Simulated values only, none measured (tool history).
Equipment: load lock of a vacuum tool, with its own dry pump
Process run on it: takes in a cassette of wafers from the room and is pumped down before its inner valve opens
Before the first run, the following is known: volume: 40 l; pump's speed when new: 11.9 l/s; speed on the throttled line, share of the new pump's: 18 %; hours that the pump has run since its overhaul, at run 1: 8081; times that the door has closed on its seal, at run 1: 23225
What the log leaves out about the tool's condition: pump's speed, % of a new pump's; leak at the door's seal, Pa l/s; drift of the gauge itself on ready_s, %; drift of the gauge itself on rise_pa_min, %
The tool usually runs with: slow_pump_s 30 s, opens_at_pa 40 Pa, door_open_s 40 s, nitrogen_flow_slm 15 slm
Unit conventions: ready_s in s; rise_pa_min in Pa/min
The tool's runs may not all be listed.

| run | hour | slow_pump_s | opens_at_pa | door_open_s | nitrogen_flow_slm | hours that the pump has run since its overhaul | times that the door has closed on its seal | incoming humidity of the room's air, % | ready_s | rise_pa_min |
|---|---|---|---|---|---|---|---|---|---|---|
| 1 | 0 | 30 | 40 | 40 | 15 | 8081 | 23225 | 41.4 | 52 | 0.147 |
| 2 | 296.4 | 30 | 40 | 40 | 15 | 8377 | 24430 | 45.7 | 52.1 | 0.161 |
| 3 | 495.3 | 30 | 40 | 40 | 15 | 8576 | 25238 | 47.9 | 52.2 | 0.162 |
|  | 534.4 | door's seal changed, seat wiped |
| 4 | 625.6 | 30 | 63 | 40 | 15 | 8705 | 371 | 43 | 50.4 | 0.012 |
| 5 | 809.4 | 30 | 63 | 40 | 15 | 8889 | 1118 | 44.9 | 50.7 | 0.019 |
| 6 | 928.4 | 30 | 40 | 40 | 15 | 9008 | 1601 | 45.5 | 52 | 0.013 |
| 7 | 1195.1 | 30 | 40 | 40 | 15 | 9275 | 2685 | 43.8 | 52 | 0.021 |
| 8 | 1409.6 | 30 | 40 | 40 | 15 | 9489 | 3557 | 45.8 | 52.2 | 0.023 |
| 9 | 1533.7 | 30 | 56 | 40 | 15 | 9613 | 4061 | 47.7 | 50.8 | 0.03 |
| 10 | 1690.7 | 30 | 28 | 227 | 11 | 9770 | 4700 | 43 | 53.6 | 0.041 |
| 11 | 1891.2 | 34 | 28 | 26 | 11 | 9971 | 5514 | 44.6 | 56.8 | 0.029 |
| 12 | 2053.1 | 42 | 80 | 96 | 7 | 10133 | 6172 | 44.1 | 59.4 | 0.045 |
| 13 | 2291.6 | 22 | 80 | 96 | 6 | 10371 | 7142 | 45.1 | 43.2 | 0.05 |

Predict the results of run 14:
| 14 | 2489.5 | 30 | 42 | 40 | 15 | 10569 | 7946 | 48.8 | ? | ? |

ready_s: 52.1 s
rise_pa_min: 0.04 Pa/min
With the hidden condition absent and the run-to-run variation left alone, this run would have shown ready_s 50.8 s, rise_pa_min 0.015 Pa/min.
